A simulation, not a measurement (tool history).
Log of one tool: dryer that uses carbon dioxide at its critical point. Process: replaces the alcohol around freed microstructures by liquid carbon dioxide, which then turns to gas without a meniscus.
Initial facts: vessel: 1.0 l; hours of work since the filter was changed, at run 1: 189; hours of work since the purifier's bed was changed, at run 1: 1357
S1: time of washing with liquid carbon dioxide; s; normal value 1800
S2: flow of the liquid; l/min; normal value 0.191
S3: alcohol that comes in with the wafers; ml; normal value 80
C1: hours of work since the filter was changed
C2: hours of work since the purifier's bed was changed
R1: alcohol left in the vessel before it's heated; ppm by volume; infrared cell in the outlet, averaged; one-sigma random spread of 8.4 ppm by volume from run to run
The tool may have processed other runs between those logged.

run   hour    S1     S2   S3   C1    C2    R1
  1    0.0  1800  0.191   80  189  1357   941
  2   23.5  1800  0.257   80  204  1372   343
  3   46.4  1800  0.257   80  218  1386   359
  4   72.7  1800  0.191   80  235  1403  1053
     113.7  -- purifier's bed changed
  5  124.3  1800  0.191   80  266     7   929
  6  152.9  1800  0.191   80  284    25  1024
     185.4  -- inlet filter changed
  7  194.4  1800  0.191  120    6    50   699
  8  221.7  1800  0.214   50   23    68   174
  9  264.3  1860  0.206   55   50    95   216
 10  287.8  2400  0.230   23   65   110    23
 11  330.2  2400  0.230   23   92   136    36
 12  362.7  2400  0.230   23  112   157    35
 13  411.2  1200  0.136   94  143   188  9901

3 ways to go on from here, each from the tool as it stands after run 13. What would each give?
  A  465.4  1500  0.234  80  177  222   ?
  B  465.4  1140  0.187  80  177  222   ?
  C  465.4  2340  0.191  23  177  222   ?

run    R1
  A   693
  B  4279
  C    81
The same runs, with their run-to-run variation unchanged, on a tool lacking any hidden condition would have given:
run    R1
  A   403
  B  3119
  C    26

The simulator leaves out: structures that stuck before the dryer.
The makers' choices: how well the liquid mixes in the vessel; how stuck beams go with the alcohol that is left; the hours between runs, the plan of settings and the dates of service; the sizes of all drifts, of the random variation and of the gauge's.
